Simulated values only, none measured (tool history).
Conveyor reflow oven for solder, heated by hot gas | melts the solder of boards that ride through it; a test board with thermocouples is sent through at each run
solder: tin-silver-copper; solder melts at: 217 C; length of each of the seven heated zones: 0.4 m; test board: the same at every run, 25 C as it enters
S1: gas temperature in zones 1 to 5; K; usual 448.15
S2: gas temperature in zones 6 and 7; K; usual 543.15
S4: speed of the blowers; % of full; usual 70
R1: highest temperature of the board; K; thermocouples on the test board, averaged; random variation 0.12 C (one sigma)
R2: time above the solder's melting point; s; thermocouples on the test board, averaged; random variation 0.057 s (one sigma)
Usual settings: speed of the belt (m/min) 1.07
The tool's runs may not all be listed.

{"run": 1, "hour": 0.0, "S1": 448.15, "S2": 543.15, "speed of the belt (m/min)": 1.07, "S4": 70, "R1": 528.75, "R2": 35.91}
{"run": 2, "hour": 31.1, "S1": 448.15, "S2": 543.15, "speed of the belt (m/min)": 1.07, "S4": 70, "R1": 528.25, "R2": 35.84}
{"run": 3, "hour": 48.1, "S1": 448.15, "S2": 543.15, "speed of the belt (m/min)": 1.07, "S4": 70, "R1": 528.25, "R2": 35.62}
{"run": 4, "hour": 82.7, "S1": 448.15, "S2": 543.15, "speed of the belt (m/min)": 1.07, "S4": 65, "R1": 526.65, "R2": 34.86}
{"run": 5, "hour": 107.7, "S1": 448.15, "S2": 543.15, "speed of the belt (m/min)": 1.07, "S4": 65, "R1": 526.45, "R2": 34.77}
{"run": 6, "hour": 137.2, "S1": 448.15, "S2": 543.15, "speed of the belt (m/min)": 1.07, "S4": 65, "R1": 525.85, "R2": 34.76}
{"hour": 176.0, "done": "flux residue cleaned out of gas plates and filters"}
{"run": 7, "hour": 177.8, "S1": 448.15, "S2": 543.15, "speed of the belt (m/min)": 1.07, "S4": 65, "R1": 527.15, "R2": 35.38}
{"run": 8, "hour": 197.4, "S1": 448.15, "S2": 543.15, "speed of the belt (m/min)": 1.07, "S4": 65, "R1": 527.05, "R2": 35.32}
{"run": 9, "hour": 226.7, "S1": 448.15, "S2": 543.15, "speed of the belt (m/min)": 1.07, "S4": 65, "R1": 527.05, "R2": 35.35}
{"run": 10, "hour": 250.1, "S1": 448.15, "S2": 543.15, "speed of the belt (m/min)": 1.07, "S4": 52, "R1": 522.65, "R2": 32.62}
{"run": 11, "hour": 274.5, "S1": 448.15, "S2": 543.15, "speed of the belt (m/min)": 1.07, "S4": 80, "R1": 530.25, "R2": 37.04}
{"run": 12, "hour": 294.3, "S1": 448.15, "S2": 543.15, "speed of the belt (m/min)": 1.1, "S4": 70, "R1": 527.05, "R2": 34.31}
{"run": 13, "hour": 310.8, "S1": 453.15, "S2": 543.15, "speed of the belt (m/min)": 1.07, "S4": 70, "R1": 528.65, "R2": 37.26}
{"run": 14, "hour": 326.3, "S1": 448.15, "S2": 543.15, "speed of the belt (m/min)": 0.94, "S4": 70, "R1": 531.55, "R2": 42.94}
{"run": 15, "hour": 356.2, "S1": 448.15, "S2": 543.15, "speed of the belt (m/min)": 0.94, "S4": 70, "R1": 531.15, "R2": 42.84}
{"hour": 390.1, "done": "flux residue cleaned out of gas plates and filters"}
{"run": 16, "hour": 396.9, "S1": 442.15, "S2": 551.15, "speed of the belt (m/min)": 1.09, "S4": 54, "R1": 528.75, "R2": 33.54}
{"run": 17, "hour": 428.1, "S1": 448.15, "S2": 543.15, "speed of the belt (m/min)": 1.13, "S4": 89, "R1": 530.75, "R2": 35.47}
{"run": 18, "hour": 448.2, "S1": 448.15, "S2": 543.15, "speed of the belt (m/min)": 1.13, "S4": 89, "R1": 530.65, "R2": 35.36}
{"run": 19, "hour": 483.3, "S1": 448.15, "S2": 543.15, "speed of the belt (m/min)": 1.13, "S4": 89, "R1": 530.35, "R2": 35.31}
{"hour": 488.9, "done": "belt drive overhauled, speed set with a stopwatch"}
{"run": 20, "hour": 505.4, "S1": 448.15, "S2": 543.15, "speed of the belt (m/min)": 1.13, "S4": 89, "R1": 530.25, "R2": 35.57}
{"run": 21, "hour": 530.1, "S1": 448.15, "S2": 543.15, "speed of the belt (m/min)": 1.13, "S4": 89, "R1": 530.15, "R2": 35.37}
{"run": 22, "hour": 566.7, "S1": 448.15, "S2": 543.15, "speed of the belt (m/min)": 1.13, "S4": 89, "R1": 529.85, "R2": 35.29}
{"hour": 586.9, "done": "belt drive overhauled, speed set with a stopwatch, once more"}
{"run": 23, "hour": 596.6, "S1": 462.15, "S2": 542.15, "speed of the belt (m/min)": 1.07, "S4": 69, "R1": 527.55, "R2": 37.96}
{"hour": 613.7, "done": "flux residue cleaned out of gas plates and filters"}
{"hour": 624.9, "done": "thermocouples of zones 6 and 7 changed"}
{"run": 24, "hour": 637.2, "S1": 447.15, "S2": 541.15, "speed of the belt (m/min)": 0.87, "S4": 87, "R1": 533.85, "R2": 46.85}
{"run": 25, "hour": 658.2, "S1": 448.15, "S2": 543.15, "speed of the belt (m/min)": 1.18, "S4": 70, "R1": 524.25, "R2": 29.85}
{"run": 26, "hour": 689.1, "S1": 447.15, "S2": 547.15, "speed of the belt (m/min)": 1.07, "S4": 70, "R1": 531.05, "R2": 35.78}
{"run": 27, "hour": 707.0, "S1": 452.15, "S2": 554.15, "speed of the belt (m/min)": 1.06, "S4": 70, "R1": 538.15, "R2": 39.65}
{"run": 28, "hour": 727.4, "S1": 452.15, "S2": 554.15, "speed of the belt (m/min)": 1.06, "S4": 70, "R1": 537.95, "R2": 39.62}
{"run": 29, "hour": 763.8, "S1": 452.15, "S2": 554.15, "speed of the belt (m/min)": 1.06, "S4": 70, "R1": 537.85, "R2": 39.44}

The same runs without the tool's hidden state, with the same run-to-run variation:
The hidden state here: heat that the gas passes to the board, % of a clean oven's; belt's true speed, % of the reading; true gas temperature in zones 6 and 7 over the reading, C; drift of the gauge itself on peak_c, C; drift of the gauge itself on liquid_s, %.
run=1 R1=528.25 R2=34.96
run=2 R1=527.95 R2=34.98
run=3 R1=528.05 R2=34.80
run=4 R1=526.65 R2=34.13
run=5 R1=526.65 R2=34.11
run=6 R1=526.25 R2=34.18
run=7 R1=526.45 R2=34.17
run=8 R1=526.45 R2=34.15
run=9 R1=526.65 R2=34.25
run=10 R1=522.25 R2=31.51
run=11 R1=530.25 R2=36.10
run=12 R1=527.05 R2=33.44
run=13 R1=528.85 R2=36.35
run=14 R1=531.85 R2=41.91
run=15 R1=531.55 R2=41.87
run=16 R1=527.95 R2=32.13
run=17 R1=530.55 R2=34.33
run=18 R1=530.55 R2=34.27
run=19 R1=530.55 R2=34.32
run=20 R1=530.45 R2=34.35
run=21 R1=530.55 R2=34.21
run=22 R1=530.45 R2=34.23
run=23 R1=529.15 R2=38.65
run=24 R1=533.95 R2=46.90
run=25 R1=524.55 R2=30.01
run=26 R1=531.65 R2=35.98
run=27 R1=538.85 R2=39.80
run=28 R1=538.75 R2=39.81
run=29 R1=538.85 R2=39.69

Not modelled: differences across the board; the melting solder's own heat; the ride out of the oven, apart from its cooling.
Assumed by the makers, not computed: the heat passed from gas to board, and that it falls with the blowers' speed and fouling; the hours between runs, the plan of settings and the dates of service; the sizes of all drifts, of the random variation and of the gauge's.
